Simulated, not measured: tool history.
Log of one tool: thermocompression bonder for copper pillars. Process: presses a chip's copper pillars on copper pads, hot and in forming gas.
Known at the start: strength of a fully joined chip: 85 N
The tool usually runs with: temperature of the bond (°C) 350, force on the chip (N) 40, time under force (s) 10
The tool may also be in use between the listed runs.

run   hour  temperature of the bond (°C)  force on the chip (N)  time under force (s)  force that shears a chip off (N)
  1    0.0                           350                     40                    10                              55.8
  2   20.3                           354                     40                    10                              57.1
      31.5  -- heater calibrated with a thermocouple chip
  3   68.9                           354                     40                    10                              57.7
  4  104.1                           343                     40                    10                              54.7
  5  133.1                           350                     40                     6                              48.1
  6  179.7                           350                     33                    10                              49.4

Predict the results of run 7:
  7  214.0                           350                     33                    10                                 ?

force that shears a chip off (N): 50.0
With the hidden condition absent and the run-to-run variation left alone, this run would have shown force that shears a chip off (N) 50.2.
